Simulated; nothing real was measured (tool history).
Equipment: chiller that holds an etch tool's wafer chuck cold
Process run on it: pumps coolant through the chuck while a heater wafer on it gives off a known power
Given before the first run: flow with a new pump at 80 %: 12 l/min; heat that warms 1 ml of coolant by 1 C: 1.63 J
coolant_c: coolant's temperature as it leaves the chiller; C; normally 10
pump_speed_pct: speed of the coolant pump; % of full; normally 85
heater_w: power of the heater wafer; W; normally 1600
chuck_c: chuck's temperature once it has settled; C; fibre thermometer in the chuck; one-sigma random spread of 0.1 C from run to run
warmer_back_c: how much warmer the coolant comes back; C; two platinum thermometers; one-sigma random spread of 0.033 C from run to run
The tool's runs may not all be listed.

Run 1, hour 0: usual settings. Result: chuck_c 23.8 C, warmer_back_c 4.54 C.
Run 2, hour 90.6: usual settings but coolant_c 13 C. Result: chuck_c 26.7 C, warmer_back_c 4.64 C.
Run 3, hour 195.8: usual settings. Result: chuck_c 23.8 C, warmer_back_c 4.62 C.
Run 4, hour 389: usual settings but heater_w 1206 W. Result: chuck_c 20.3 C, warmer_back_c 3.5 C.
Run 5, hour 568.3: usual settings but coolant_c 9 C. Result: chuck_c 22.9 C, warmer_back_c 4.6 C.
Run 6, hour 753.7: usual settings but coolant_c 9 C. Result: chuck_c 22.9 C, warmer_back_c 4.55 C.
Run 7, hour 886.4: usual settings but pump_speed_pct 62 % of full. Result: chuck_c 27.1 C, warmer_back_c 6.57 C.
Run 8, hour 1059.8: usual settings but pump_speed_pct 79 % of full. Result: chuck_c 24.6 C, warmer_back_c 5.08 C.
Run 9, hour 1182.2: usual settings but pump_speed_pct 64 % of full. Result: chuck_c 26.9 C, warmer_back_c 6.37 C.
Run 10, hour 1327.5: usual settings but pump_speed_pct 64 % of full. Result: chuck_c 26.6 C, warmer_back_c 6.4 C.
Run 11, hour 1476.3: usual settings but pump_speed_pct 64 % of full. Result: chuck_c 26.7 C, warmer_back_c 6.44 C.
Run 12, hour 1647.9: usual settings but pump_speed_pct 78 % of full. Result: chuck_c 24.5 C, warmer_back_c 5.22 C.
Run 13, hour 1751.8: usual settings but coolant_c 5 C. Result: chuck_c 18.8 C, warmer_back_c 4.73 C.
Run 14, hour 1832.7: usual settings but heater_w 1607 W. Result: chuck_c 24 C, warmer_back_c 4.81 C.
Run 15, hour 1948.8: usual settings but heater_w 1607 W. Result: chuck_c 23.8 C, warmer_back_c 4.8 C.
At hour 2060.7: chiller's thermometer calibrated.
Run 16, hour 2107.9: usual settings but pump_speed_pct 82 % of full, heater_w 1607 W. Result: chuck_c 24.2 C, warmer_back_c 5.03 C.
Run 17, hour 2262.5: usual settings but coolant_c 6 C, pump_speed_pct 66 % of full. Result: chuck_c 22.5 C, warmer_back_c 6.24 C.
Run 18, hour 2387.9: usual settings but coolant_c 6 C, pump_speed_pct 66 % of full. Result: chuck_c 22.4 C, warmer_back_c 6.3 C.
Run 19, hour 2549.3: usual settings but coolant_c 6 C, heater_w 2263 W. Result: chuck_c 25.6 C, warmer_back_c 6.76 C.
At hour 2587.2: coolant pump overhauled.
Run 20, hour 2635.8: usual settings but coolant_c 5 C, pump_speed_pct 71 % of full, heater_w 2263 W. Result: chuck_c 27.1 C, warmer_back_c 8.17 C.
Run 21, hour 2731.4: usual settings but pump_speed_pct 63 % of full, heater_w 2223 W. Result: chuck_c 33.6 C, warmer_back_c 9.17 C.

Run 22 comes next. What will it give?
Run 22, hour 2887.1: usual settings but pump_speed_pct 74 % of full. Result: chuck_c ?, warmer_back_c ?.

{"run 22": {"chuck_c": 25, "warmer_back_c": 5.64}}
If the tool had no hidden condition, the same run with the same run-to-run variation would have returned chuck_c 25 C, warmer_back_c 5.37 C.

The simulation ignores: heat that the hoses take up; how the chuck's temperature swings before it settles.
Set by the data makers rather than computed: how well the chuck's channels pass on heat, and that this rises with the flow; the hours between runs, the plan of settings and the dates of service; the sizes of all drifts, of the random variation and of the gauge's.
